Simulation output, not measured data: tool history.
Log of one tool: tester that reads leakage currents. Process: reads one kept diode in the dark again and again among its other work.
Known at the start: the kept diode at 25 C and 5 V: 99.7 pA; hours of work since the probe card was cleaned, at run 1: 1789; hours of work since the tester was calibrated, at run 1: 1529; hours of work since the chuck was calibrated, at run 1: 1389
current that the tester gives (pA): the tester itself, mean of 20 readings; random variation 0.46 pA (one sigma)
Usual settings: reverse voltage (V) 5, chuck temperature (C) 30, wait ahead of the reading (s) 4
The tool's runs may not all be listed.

run,hour,reverse voltage (V),chuck temperature (C),wait ahead of the reading (s),hours of work since the probe card was cleaned,hours of work since the tester was calibrated,hours of work since the chuck was calibrated,current that the tester gives (pA)
1,0,5,30,4,1789,1529,1389,142.66
2,90.4,5,30,4,1836,1576,1436,142.69
3,131.8,5,30,4,1857,1598,1457,142.44
# hour 139.9: probe card cleaned and baked
4,196.3,5,30,4,29,1629,1489,137.2
5,248.3,5,30,4,56,1656,1516,136.15
6,297.4,5,30,4,82,1682,1541,136.94
7,367.7,5,36,4,118,1718,1578,218.15
8,431.4,5,36,4,151,1751,1611,220.5
9,499.3,1.38,30,4,186,1786,1646,85.75
10,568,1.38,30,4,222,1822,1681,85.12
11,665.1,5,48,4,272,1872,1732,541.5
12,760,5,48,4,321,1921,1781,542.02
13,855.7,5,48,4,371,1971,1830,536.99
14,954.1,5,48,4,422,2022,1881,536.39
15,1018.4,5,48,4,455,2055,1915,535.16
16,1108.5,5,48,4,502,2102,1961,539.12
# hour 1132.7: chuck's temperature calibrated
17,1171.9,5,48,4,534,2134,20,606.04
18,1265.2,5,30,1.71,582,2182,69,153.7
19,1323.7,5,30,1.71,612,2212,99,153.13
20,1412.6,5,30,4,658,2259,145,152.59
21,1497.4,4.03,51,4,702,2302,189,689.79
22,1582.2,16.05,40,0.42,746,2346,233,514.01
23,1634.3,16.05,40,0.42,773,2373,260,514.36
24,1714.6,16.05,40,2.74,815,2415,301,506.14
25,1798.1,9.52,40,7.97,858,2458,345,415.74
26,1886.9,1.87,26,6.67,904,2504,391,76.04
27,1936.9,1.87,26,6.67,930,2530,417,76.08
28,1983.8,15.43,33,4.17,954,2554,441,290.64
29,2058.3,2.34,30,4,993,2593,479,113.77
30,2109.4,2.34,30,4,1019,2619,506,113.74
31,2205.9,2.87,33,4,1069,2669,556,155.55
32,2282.4,2.87,33,4,1109,2709,596,154.51
33,2339.2,13.16,33,4,1138,2739,625,270.51
34,2412.6,10.03,30,6.73,1176,2777,663,192.07
35,2467,3.69,58,0.34,1204,2805,691,1060.47
36,2513.3,1.4,36,8.26,1228,2829,715,148.7
37,2574.4,1.4,36,8.26,1260,2860,747,150.53
38,2665.1,1.3,56,8.26,1307,2907,794,634.2
39,2761.3,9.67,56,8.27,1357,2957,844,1294.07
40,2850.8,5,30,0.76,1403,3004,890,148.39

How the hidden state differs across the entries between the runs, from the last listed run before each to the first after it:
Between runs 3 and 4: probe card cleaned and baked (hour 139.9)
  stray current of the dirty probe card, pA a volt: 1.05 -> 0.038; current scale over the true one, %: 0.62 -> 0.63; true chuck temperature over the reading, C: -1.3 -> -1.33
  measured less the result without the state, current that the tester gives (pA): -9.27 -> -14.66
Between runs 16 and 17: chuck's temperature calibrated (hour 1132.7)
  stray current of the dirty probe card, pA a volt: 0.285 -> 0.303; current scale over the true one, %: 0.81 -> 0.83; true chuck temperature over the reading, C: -1.77 -> -0.01
  measured less the result without the state, current that the tester gives (pA): -67.68 -> +5.72

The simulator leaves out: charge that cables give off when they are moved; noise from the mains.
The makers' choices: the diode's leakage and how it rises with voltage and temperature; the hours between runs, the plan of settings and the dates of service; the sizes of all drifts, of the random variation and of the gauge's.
